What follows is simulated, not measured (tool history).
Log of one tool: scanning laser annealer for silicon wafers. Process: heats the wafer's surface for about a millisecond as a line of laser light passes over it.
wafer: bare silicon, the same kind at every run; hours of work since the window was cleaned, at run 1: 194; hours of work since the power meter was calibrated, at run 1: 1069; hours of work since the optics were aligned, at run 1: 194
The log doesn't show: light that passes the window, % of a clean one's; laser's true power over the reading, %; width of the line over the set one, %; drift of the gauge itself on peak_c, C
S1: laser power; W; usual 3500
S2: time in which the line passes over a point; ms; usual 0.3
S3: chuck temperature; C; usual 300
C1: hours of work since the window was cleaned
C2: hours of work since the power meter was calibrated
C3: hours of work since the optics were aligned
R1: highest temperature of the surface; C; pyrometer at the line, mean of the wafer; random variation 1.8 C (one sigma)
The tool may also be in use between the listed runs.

run 1 hour=0 | S1=3500 S2=0.3 S3=300 | C1=194 C2=1069 C3=194 | R1=1004
run 2 hour=34.5 | S1=3500 S2=0.3 S3=300 | C1=216 C2=1091 C3=216 | R1=1005
run 3 hour=70.5 | S1=3500 S2=0.3 S3=300 | C1=239 C2=1114 C3=239 | R1=1004
run 4 hour=92.5 | S1=3500 S2=0.3 S3=300 | C1=253 C2=1128 C3=253 | R1=1002
run 5 hour=114.3 | S1=3500 S2=0.3 S3=303 | C1=267 C2=1141 C3=267 | R1=1001
run 6 hour=138.4 | S1=3500 S2=0.3 S3=303 | C1=282 C2=1157 C3=282 | R1=998
run 7 hour=158 | S1=3500 S2=0.3 S3=303 | C1=295 C2=1169 C3=295 | R1=998
run 8 hour=202.2 | S1=3500 S2=0.3 S3=303 | C1=323 C2=1198 C3=323 | R1=996
run 9 hour=241 | S1=3049 S2=0.3 S3=303 | C1=348 C2=1222 C3=348 | R1=882
run 10 hour=276 | S1=3049 S2=0.3 S3=303 | C1=370 C2=1245 C3=370 | R1=880
run 11 hour=311.5 | S1=3049 S2=0.3 S3=303 | C1=393 C2=1267 C3=393 | R1=880
run 12 hour=331.3 | S1=3500 S2=0.3 S3=300 | C1=405 C2=1280 C3=405 | R1=986
run 13 hour=353.7 | S1=3165 S2=0.3 S3=300 | C1=420 C2=1294 C3=420 | R1=902
run 14 hour=383.5 | S1=3326 S2=0.3 S3=300 | C1=439 C2=1313 C3=439 | R1=936
run 15 hour=425.4 | S1=3326 S2=0.3 S3=300 | C1=465 C2=1340 C3=465 | R1=935
run 16 hour=452.9 | S1=3500 S2=0.281 S3=300 | C1=483 C2=1358 C3=483 | R1=957
-- hour=462.6 window over the wafer cleaned
run 17 hour=485.2 | S1=3500 S2=0.281 S3=300 | C1=14 C2=1377 C3=502 | R1=999
run 18 hour=512.5 | S1=3500 S2=0.281 S3=300 | C1=32 C2=1394 C3=520 | R1=997
run 19 hour=560.5 | S1=3500 S2=0.281 S3=300 | C1=62 C2=1425 C3=550 | R1=994
-- hour=567.8 optics aligned, line set to its width
run 20 hour=592.6 | S1=3500 S2=0.3 S3=300 | C1=80 C2=1442 C3=16 | R1=1017
run 21 hour=629.2 | S1=3500 S2=0.3 S3=334 | C1=103 C2=1466 C3=39 | R1=1047
run 22 hour=649.5 | S1=3338 S2=0.317 S3=299 | C1=116 C2=1478 C3=52 | R1=990
run 23 hour=691.1 | S1=3395 S2=0.3 S3=316 | C1=143 C2=1505 C3=79 | R1=997
run 24 hour=739.1 | S1=3395 S2=0.223 S3=278 | C1=173 C2=1536 C3=109 | R1=856
run 25 hour=773.8 | S1=3383 S2=0.223 S3=276 | C1=195 C2=1558 C3=131 | R1=853
-- hour=792.8 optics aligned, line set to its width, once more
run 26 hour=819 | S1=3373 S2=0.223 S3=312 | C1=221 C2=1583 C3=17 | R1=888
run 27 hour=865.9 | S1=3524 S2=0.3 S3=300 | C1=251 C2=1613 C3=47 | R1=1008
run 28 hour=891.9 | S1=3001 S2=0.3 S3=300 | C1=268 C2=1630 C3=63 | R1=876
run 29 hour=933.1 | S1=3428 S2=0.3 S3=300 | C1=294 C2=1656 C3=89 | R1=981
run 30 hour=969.7 | S1=3373 S2=0.284 S3=314 | C1=317 C2=1680 C3=113 | R1=963
run 31 hour=1013.6 | S1=3790 S2=0.373 S3=300 | C1=345 C2=1708 C3=141 | R1=1163
run 32 hour=1053.7 | S1=3203 S2=0.239 S3=314 | C1=371 C2=1733 C3=166 | R1=857
run 33 hour=1099.2 | S1=3037 S2=0.3 S3=308 | C1=400 C2=1762 C3=196 | R1=883
run 34 hour=1129.5 | S1=3500 S2=0.343 S3=300 | C1=419 C2=1782 C3=215 | R1=1038
run 35 hour=1159.9 | S1=3622 S2=0.366 S3=300 | C1=439 C2=1801 C3=234 | R1=1094
run 36 hour=1188.4 | S1=3622 S2=0.366 S3=300 | C1=457 C2=1819 C3=252 | R1=1096
run 37 hour=1214.4 | S1=3622 S2=0.366 S3=300 | C1=473 C2=1836 C3=269 | R1=1087
-- hour=1237.6 window over the wafer cleaned
run 38 hour=1247.9 | S1=3439 S2=0.366 S3=300 | C1=7 C2=1856 C3=289 | R1=1090
run 39 hour=1280.3 | S1=3439 S2=0.366 S3=300 | C1=27 C2=1877 C3=310 | R1=1090
run 40 hour=1306.7 | S1=3439 S2=0.366 S3=300 | C1=44 C2=1893 C3=327 | R1=1085
run 41 hour=1348.5 | S1=3652 S2=0.366 S3=300 | C1=71 C2=1920 C3=353 | R1=1147

Forecast each of these 3 alternatives for the next run:
run A hour=1383.6 | S1=3500 S2=0.3 S3=314 | C1=93 C2=1943 C3=376 | R1=?
run B hour=1383.6 | S1=3841 S2=0.345 S3=322 | C1=93 C2=1943 C3=376 | R1=?
run C hour=1383.6 | S1=3620 S2=0.341 S3=276 | C1=93 C2=1943 C3=376 | R1=?

run=A R1=1036
run=B R1=1194
run=C R1=1079
Without the tool's hidden state the same runs would have given:
run=A R1=1040
run=B R1=1200
run=C R1=1084

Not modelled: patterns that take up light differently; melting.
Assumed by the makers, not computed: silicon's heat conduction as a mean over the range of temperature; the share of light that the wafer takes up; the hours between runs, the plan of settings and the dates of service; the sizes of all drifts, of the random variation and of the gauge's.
